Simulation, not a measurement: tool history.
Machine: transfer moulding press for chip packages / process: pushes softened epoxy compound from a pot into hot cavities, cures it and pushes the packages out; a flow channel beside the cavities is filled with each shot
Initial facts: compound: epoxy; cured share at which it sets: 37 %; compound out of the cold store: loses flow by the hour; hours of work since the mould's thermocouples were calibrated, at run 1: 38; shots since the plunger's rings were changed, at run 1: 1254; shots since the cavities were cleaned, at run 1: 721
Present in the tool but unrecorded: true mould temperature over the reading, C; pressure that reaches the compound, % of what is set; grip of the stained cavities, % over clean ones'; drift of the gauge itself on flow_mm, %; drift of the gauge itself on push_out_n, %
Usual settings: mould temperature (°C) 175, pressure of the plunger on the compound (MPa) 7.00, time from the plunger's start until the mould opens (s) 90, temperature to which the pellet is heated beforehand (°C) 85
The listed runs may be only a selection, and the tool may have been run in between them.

run,hour,mould temperature (°C),pressure of the plunger on the compound (MPa),time from the plunger's start until the mould opens (s),temperature to which the pellet is heated beforehand (°C),hours of work since the mould's thermocouples were calibrated,shots since the plunger's rings were changed,shots since the cavities were cleaned,incoming compound's hours out of the cold store,length that the compound runs in the flow channel (mm),greatest force on the pins that push the packages out (N)
1,0.0,175,7.00,90,85,38,1254,721,13.9,1004,687
2,5.1,175,7.00,90,85,42,1322,789,37.0,878,669
3,13.9,175,7.00,90,85,48,1440,907,16.0,989,747
# hour 18.6: cavities cleaned with cleaning compound and waxed
4,22.1,175,7.00,90,85,53,1530,47,27.1,928,417
5,29.7,175,7.00,90,85,58,1631,148,19.4,961,472
6,37.4,175,7.00,90,85,63,1734,251,16.8,979,509
7,45.0,175,7.00,90,85,69,1836,353,31.9,891,539
8,51.7,175,7.00,90,85,73,1926,443,38.9,860,567
9,59.8,175,7.00,90,95,79,2035,552,23.0,934,596
10,66.1,178,7.00,90,85,84,2118,635,45.6,824,559
11,73.1,178,7.00,90,85,88,2213,730,32.2,890,598
12,78.6,178,7.00,90,85,92,2286,803,16.7,968,627
13,84.9,178,7.00,90,85,97,2371,888,30.6,893,621
# hour 91.3: cavities cleaned with cleaning compound and waxed
14,95.9,178,7.00,90,85,104,2498,62,34.0,872,380
15,102.0,182,7.00,72,76,108,2580,144,16.5,951,496
16,106.9,174,6.51,112,84,111,2646,210,11.9,965,427
17,113.8,174,6.51,112,84,116,2738,302,37.0,833,452
18,118.8,174,8.36,87,84,120,2804,368,43.4,903,585
19,124.6,175,7.00,90,87,124,2882,446,13.5,985,593
20,132.9,175,7.00,90,87,130,2993,557,9.7,1004,642
21,139.9,167,7.58,73,80,135,3086,650,21.6,995,1681
22,146.2,175,7.00,91,85,139,3171,735,42.9,823,631
23,153.2,171,8.07,85,79,144,3265,829,27.4,977,946
# hour 163.5: cavities cleaned with cleaning compound and waxed
24,164.4,171,8.07,85,79,151,3395,12,27.3,974,558
25,168.5,175,7.00,109,94,154,3450,67,45.2,809,356
26,173.9,175,7.00,109,94,157,3522,139,8.6,995,389
27,177.9,171,7.20,90,93,160,3576,193,12.6,998,615
28,184.2,168,8.27,90,93,165,3661,278,21.9,1027,756

Forecast each of these 5 alternatives for the next run:
A,192.8,168,6.87,82,85,171,3776,393,16.4,?,?
B,192.8,175,8.27,122,75,171,3776,393,11.7,?,?
C,192.8,172,8.27,90,93,171,3776,393,27.2,?,?
D,192.8,168,8.27,90,93,171,3776,393,9.5,?,?
E,192.8,168,5.67,90,86,171,3776,393,9.2,?,?

run,length that the compound runs in the flow channel (mm),greatest force on the pins that push the packages out (N)
A,960,1054
B,1068,475
C,977,635
D,1101,882
E,914,926
With the hidden condition removed and each run's random variation left untouched, the same runs would have given:
run,length that the compound runs in the flow channel (mm),greatest force on the pins that push the packages out (N)
A,1019,747
B,1132,329
C,1036,447
D,1168,625
E,969,658

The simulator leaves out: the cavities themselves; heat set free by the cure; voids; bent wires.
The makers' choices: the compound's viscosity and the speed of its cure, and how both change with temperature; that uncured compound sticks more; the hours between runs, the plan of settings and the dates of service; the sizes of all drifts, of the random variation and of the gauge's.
